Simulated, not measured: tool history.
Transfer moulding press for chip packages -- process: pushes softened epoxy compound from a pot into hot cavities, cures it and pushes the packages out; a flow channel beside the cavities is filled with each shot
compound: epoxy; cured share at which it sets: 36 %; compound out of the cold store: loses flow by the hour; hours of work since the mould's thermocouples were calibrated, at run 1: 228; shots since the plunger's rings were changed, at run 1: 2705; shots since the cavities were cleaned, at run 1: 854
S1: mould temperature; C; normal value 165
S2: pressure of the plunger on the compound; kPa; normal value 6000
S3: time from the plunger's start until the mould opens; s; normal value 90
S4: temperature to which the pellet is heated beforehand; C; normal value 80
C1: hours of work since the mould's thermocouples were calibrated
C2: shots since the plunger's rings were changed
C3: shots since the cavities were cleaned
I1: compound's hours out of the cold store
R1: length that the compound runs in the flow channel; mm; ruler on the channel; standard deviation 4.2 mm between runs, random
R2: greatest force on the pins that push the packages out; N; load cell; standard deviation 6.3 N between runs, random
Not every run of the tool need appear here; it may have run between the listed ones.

run,hour,S1,S2,S3,S4,C1,C2,C3,I1,R1,R2
1,0,165,6000,90,80,228,2705,854,47.6,863,393
2,10.3,165,6000,90,80,234,2806,955,45.8,867,406
# hour 14.6: cavities cleaned with cleaning compound and waxed
3,22.3,165,6000,90,80,240,2908,75,17.7,969,269
4,36.6,165,6000,90,88,247,3048,215,29.7,926,306
5,43.8,165,7030,90,80,251,3118,285,9.5,1082,338
6,52,165,7030,90,78,256,3199,366,35.7,972,338
7,61.4,165,7030,90,78,261,3290,457,40.9,948,351
8,70.5,165,6000,90,80,266,3380,547,39.1,883,357
# hour 82: plunger's sealing rings changed
9,82,173,6000,90,80,271,0,635,24.3,969,336
10,94.3,173,6000,90,80,278,120,755,14.7,1011,354
11,104.1,173,6000,90,80,283,215,850,17,994,324
12,114.5,173,6000,90,80,288,317,952,21.2,976,341
# hour 118.8: cavities cleaned with cleaning compound and waxed
13,129.9,165,6000,79,80,296,453,109,35.9,943,330
14,142.5,165,6000,79,80,303,576,232,13.3,1029,417
15,155.2,165,6470,83,80,310,700,356,14.2,1061,393
16,161.4,164,6470,83,80,313,760,416,19.1,1044,421
17,170.6,164,6470,83,80,318,851,507,9.4,1083,455
18,177.7,164,6470,83,80,322,920,576,42.7,944,434
19,189.6,165,7030,120,80,329,1036,692,36.5,1009,333
20,196.1,165,6010,84,80,332,1100,756,40.7,916,415
21,205.2,165,5670,84,76,337,1189,845,16.5,973,466
22,211.9,165,6460,75,80,341,1254,910,44.1,941,500
# hour 220.9: cavities cleaned with cleaning compound and waxed
23,223.5,165,6460,75,80,346,1353,25,17.2,1035,375
24,236,160,5280,121,86,353,1475,147,44,858,266
25,244.8,159,5750,121,86,358,1561,233,14.2,1010,300
26,255.6,159,5390,121,70,364,1667,339,33.6,897,321
27,263.1,159,5390,110,70,368,1740,412,41.2,875,348
28,273.9,159,5390,110,70,374,1846,518,31.9,906,382

Measured result minus the same run's result without the hidden state. Both carry the same run-to-run variation, though not necessarily the same gauge scatter:
Hidden conditions of the tool in this case: true mould temperature over the reading, C; pressure that reaches the compound, % of what is set; grip of the stained cavities, % over clean ones'; drift of the gauge itself on flow_mm, %; drift of the gauge itself on push_out_n, %.
run,R1,R2
1,-42,+166
2,-45,+173
3,-52,+35
4,-52,+77
5,-62,+97
6,-58,+109
7,-58,+126
8,-56,+134
9,-1,+126
10,-3,+140
11,-4,+136
12,-6,+141
13,-8,+56
14,-11,+107
15,-14,+127
16,-14,+143
17,-17,+167
18,-15,+163
19,-19,+129
20,-18,+170
21,-21,+195
22,-21,+212
23,-25,+34
24,-23,+55
25,-29,+80
26,-27,+101
27,-28,+118
28,-31,+139
